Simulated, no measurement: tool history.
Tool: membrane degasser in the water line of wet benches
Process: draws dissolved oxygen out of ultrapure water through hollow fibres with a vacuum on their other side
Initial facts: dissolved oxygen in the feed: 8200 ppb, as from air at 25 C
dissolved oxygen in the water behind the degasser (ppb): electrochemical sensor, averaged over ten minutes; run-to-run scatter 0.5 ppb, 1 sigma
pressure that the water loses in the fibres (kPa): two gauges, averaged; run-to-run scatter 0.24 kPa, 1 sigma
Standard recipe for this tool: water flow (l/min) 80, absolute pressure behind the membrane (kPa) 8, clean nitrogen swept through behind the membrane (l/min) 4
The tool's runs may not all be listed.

run	hour	water flow (l/min)	absolute pressure behind the membrane (kPa)	clean nitrogen swept through behind the membrane (l/min)	dissolved oxygen in the water behind the degasser (ppb)	pressure that the water loses in the fibres (kPa)
1	0	80	8	4	212.9	64.55
2	127.8	80	8	4	212.7	64.12
3	221.4	80	8	4	213.2	64.55
4	396.3	80	8	4	213.4	64.59
5	615.2	80	8	4	213.1	64.34
6	833.5	80	8	10.51	90.3	64.24
7	1043.4	80	8	4	214.5	64.45
8	1143.6	80	8	3.44	243.8	64.68
9	1352.9	80	8	4	214.2	64.97
10	1457.2	80	4.92	4	81.4	65
11	1580.8	80	8	4	214.5	64.92
12	1724.9	80	8	4	214.3	64.8
13	1893.5	80	8	4	215.1	64.53
14	1990.4	80	4.87	4	79.9	65.61
15	2144.3	83	8	7.03	136	67.74
# hour 2178.7: vacuum gauge calibrated
16	2336.9	80	8	1.97	377.4	65.16
17	2442.4	87	8	5.63	170.7	70.4
18	2574.5	80	8	1.88	391.2	65.09
19	2730.7	95	8	4.87	211.9	77.52
20	2890	95	8	4.87	212	77.54
21	3021.4	73	6.76	4.87	123.1	60.12
22	3209.7	69	4.85	5.2	52.1	56.69
23	3401.1	69	4.85	5.2	52.6	56.61

Run 24 has not been measured yet. What should we expect?
24	3580.8	69	4.85	5.2	?	?

Run 24 measured dissolved oxygen in the water behind the degasser (ppb) 52.8, pressure that the water loses in the fibres (kPa) 56.67.
Take away the tool's hidden state, keep the run-to-run variation as it was, and the same run would have given dissolved oxygen in the water behind the degasser (ppb) 51.4, pressure that the water loses in the fibres (kPa) 54.13.

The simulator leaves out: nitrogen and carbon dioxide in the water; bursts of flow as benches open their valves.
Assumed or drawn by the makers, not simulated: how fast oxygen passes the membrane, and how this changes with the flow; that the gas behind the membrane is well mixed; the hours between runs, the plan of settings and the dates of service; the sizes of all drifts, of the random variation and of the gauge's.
